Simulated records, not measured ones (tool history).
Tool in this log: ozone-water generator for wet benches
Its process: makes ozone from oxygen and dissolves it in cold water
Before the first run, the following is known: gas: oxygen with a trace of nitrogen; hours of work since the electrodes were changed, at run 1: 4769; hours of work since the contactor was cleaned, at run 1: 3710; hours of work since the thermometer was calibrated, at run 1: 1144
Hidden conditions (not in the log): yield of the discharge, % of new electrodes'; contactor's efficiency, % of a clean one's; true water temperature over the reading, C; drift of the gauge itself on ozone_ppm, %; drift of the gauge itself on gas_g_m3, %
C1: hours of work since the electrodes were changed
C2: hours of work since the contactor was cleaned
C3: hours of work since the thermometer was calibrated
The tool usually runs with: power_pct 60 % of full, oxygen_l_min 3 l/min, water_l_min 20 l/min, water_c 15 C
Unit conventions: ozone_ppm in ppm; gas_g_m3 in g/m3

Run 1, hour 0: usual settings; C1 4769; C2 3710; C3 1144. Result: ozone_ppm 14.4 ppm, gas_g_m3 175.7 g/m3.
Run 2, hour 200.8: usual settings; C1 4897; C2 3839; C3 1273. Result: ozone_ppm 14.5 ppm, gas_g_m3 175.4 g/m3.
Run 3, hour 390: usual settings; C1 5018; C2 3960; C3 1394. Result: ozone_ppm 14.2 ppm, gas_g_m3 175.5 g/m3.
Run 4, hour 496.5: usual settings; C1 5086; C2 4028; C3 1462. Result: ozone_ppm 14.5 ppm, gas_g_m3 176 g/m3.
Run 5, hour 689: usual settings; C1 5209; C2 4151; C3 1585. Result: ozone_ppm 14.3 ppm, gas_g_m3 176.3 g/m3.
Run 6, hour 841.6: usual settings; C1 5307; C2 4249; C3 1683. Result: ozone_ppm 14.3 ppm, gas_g_m3 175.5 g/m3.
Run 7, hour 939.8: usual settings but power_pct 44 % of full; C1 5370; C2 4312; C3 1746. Result: ozone_ppm 11.8 ppm, gas_g_m3 142.8 g/m3.
Run 8, hour 1104.9: usual settings but power_pct 44 % of full; C1 5475; C2 4417; C3 1851. Result: ozone_ppm 12 ppm, gas_g_m3 143.6 g/m3.
At hour 1142.4: contactor cleaned.
Run 9, hour 1312.7: usual settings but power_pct 44 % of full; C1 5606; C2 109; C3 1981. Result: ozone_ppm 12.1 ppm, gas_g_m3 144.7 g/m3.
Run 10, hour 1436.3: usual settings but power_pct 44 % of full; C1 5685; C2 188; C3 2061. Result: ozone_ppm 11.8 ppm, gas_g_m3 144.1 g/m3.
Run 11, hour 1603.1: usual settings but power_pct 93 % of full, oxygen_l_min 1.62 l/min, water_l_min 28 l/min, water_c 13 C; C1 5791; C2 295; C3 2167. Result: ozone_ppm 10.7 ppm, gas_g_m3 298.1 g/m3.
Run 12, hour 1714.2: usual settings but power_pct 49 % of full, water_l_min 19 l/min; C1 5863; C2 366; C3 2238. Result: ozone_ppm 13.2 ppm, gas_g_m3 153.3 g/m3.
Run 13, hour 1825.5: usual settings but power_pct 49 % of full, water_l_min 19 l/min; C1 5934; C2 437; C3 2309. Result: ozone_ppm 13.4 ppm, gas_g_m3 151.6 g/m3.
Run 14, hour 2014.8: usual settings but power_pct 51 % of full, water_l_min 30 l/min; C1 6055; C2 558; C3 2431. Result: ozone_ppm 8.7 ppm, gas_g_m3 156.6 g/m3.
Run 15, hour 2131.8: usual settings but power_pct 51 % of full, water_l_min 30 l/min; C1 6130; C2 633; C3 2505. Result: ozone_ppm 8.7 ppm, gas_g_m3 155.9 g/m3.
Run 16, hour 2335.1: usual settings but power_pct 51 % of full, water_l_min 30 l/min; C1 6260; C2 763; C3 2635. Result: ozone_ppm 8.7 ppm, gas_g_m3 154.7 g/m3.
Run 17, hour 2463.6: usual settings but power_pct 51 % of full, water_l_min 30 l/min; C1 6342; C2 845; C3 2718. Result: ozone_ppm 8.7 ppm, gas_g_m3 154.3 g/m3.
Run 18, hour 2643.5: usual settings but power_pct 45 % of full, water_l_min 16 l/min, water_c 20 C; C1 6457; C2 960; C3 2833. Result: ozone_ppm 14 ppm, gas_g_m3 144.3 g/m3.
Run 19, hour 2808.9: usual settings but power_pct 45 % of full, oxygen_l_min 2.41 l/min, water_l_min 16 l/min, water_c 20 C; C1 6563; C2 1066; C3 2938. Result: ozone_ppm 13.1 ppm, gas_g_m3 158.9 g/m3.

Selected run-to-run steps in gas_g_m3, each split into two signed amounts: the part the tool would show with no hidden state at all (from settings, incoming material and random variation), and the remainder, which goes to the hidden state together with any gauge scatter not common to the measured and the hidden-state-free results:
Run 10 -> 11: power_pct 44 -> 93, oxygen_l_min 3 -> 1.62, water_l_min 20 -> 28, water_c 15 -> 13. gas_g_m3 +154 g/m3: hidden state -3.3, all else +157.3.

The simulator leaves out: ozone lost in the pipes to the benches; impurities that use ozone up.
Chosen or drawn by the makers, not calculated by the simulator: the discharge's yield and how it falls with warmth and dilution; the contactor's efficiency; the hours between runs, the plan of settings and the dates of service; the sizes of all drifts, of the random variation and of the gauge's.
